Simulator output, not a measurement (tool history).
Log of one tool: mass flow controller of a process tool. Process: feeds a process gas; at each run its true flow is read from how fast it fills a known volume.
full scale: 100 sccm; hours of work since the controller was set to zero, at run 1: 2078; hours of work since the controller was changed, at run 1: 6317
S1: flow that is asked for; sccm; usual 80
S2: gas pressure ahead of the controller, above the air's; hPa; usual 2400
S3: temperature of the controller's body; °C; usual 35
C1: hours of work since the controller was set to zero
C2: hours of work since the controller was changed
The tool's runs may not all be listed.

Run 1, hour 0.0: usual settings; C1 2078; C2 6317. Result: true flow (%) 95.97.
At hour 127.9: controller exchanged for a calibrated one.
Run 2, hour 349.1: usual settings but S3 22 °C; C1 172; C2 172. Result: true flow (%) 100.18.
Run 3, hour 686.0: usual settings; C1 433; C2 433. Result: true flow (%) 99.55.
Run 4, hour 943.3: usual settings; C1 633; C2 633. Result: true flow (%) 99.37.
Run 5, hour 1295.5: usual settings; C1 907; C2 907. Result: true flow (%) 99.15.
Run 6, hour 1446.6: usual settings; C1 1024; C2 1024. Result: true flow (%) 99.07.
Run 7, hour 1738.2: usual settings; C1 1251; C2 1251. Result: true flow (%) 98.81.
At hour 1771.4: controller's zero set anew.
Run 8, hour 2089.3: usual settings; C1 247; C2 1523. Result: true flow (%) 98.56.
Run 9, hour 2271.6: usual settings; C1 389; C2 1664. Result: true flow (%) 98.59.
Run 10, hour 2523.6: usual settings but S1 45 sccm, S3 30 °C; C1 584; C2 1860. Result: true flow (%) 96.97.
Run 11, hour 2818.7: usual settings but S1 24 sccm, S2 1630 hPa, S3 33 °C; C1 813; C2 2089. Result: true flow (%) 94.43.
Run 12, hour 2966.4: usual settings but S1 24 sccm, S2 1630 hPa, S3 33 °C; C1 928; C2 2204. Result: true flow (%) 94.29.
Run 13, hour 3245.5: usual settings but S1 71 sccm, S3 33 °C; C1 1145; C2 2421. Result: true flow (%) 97.45.
Run 14, hour 3402.3: usual settings but S1 12 sccm, S3 33 °C; C1 1267; C2 2543. Result: true flow (%) 91.08.
At hour 3471.7: controller's zero set anew, once more.
Run 15, hour 3584.1: usual settings but S1 94 sccm; C1 87; C2 2683. Result: true flow (%) 99.06.
Run 16, hour 3727.5: usual settings but S1 12 sccm; C1 199; C2 2795. Result: true flow (%) 96.16.
Run 17, hour 4039.1: usual settings but S1 21 sccm, S2 2200 hPa; C1 441; C2 3037. Result: true flow (%) 95.94.

Hidden state at the last listed run before each entry between runs and at the first one after, where it differs:
Between runs 1 and 2: controller exchanged for a calibrated one (hour 127.9)
  flow at rest that the sensor doesn't see, % of full scale: -0.448 -> -0.047; true flow over the shown one, %: -3.06 -> 0.34
  measured less the result without the state, true flow (%): -3.62 -> +0.28
Between runs 7 and 8: controller's zero set anew (hour 1771.4)
  flow at rest that the sensor doesn't see, % of full scale: -0.306 -> -0.439; true flow over the shown one, %: -0.12 -> -0.23
  measured less the result without the state, true flow (%): -0.50 -> -0.77
Between runs 14 and 15: controller's zero set anew, once more (hour 3471.7)
  flow at rest that the sensor doesn't see, % of full scale: -0.682 -> -0.034; true flow over the shown one, %: -0.7 -> -0.77
  measured less the result without the state, true flow (%): -6.38 -> -0.80
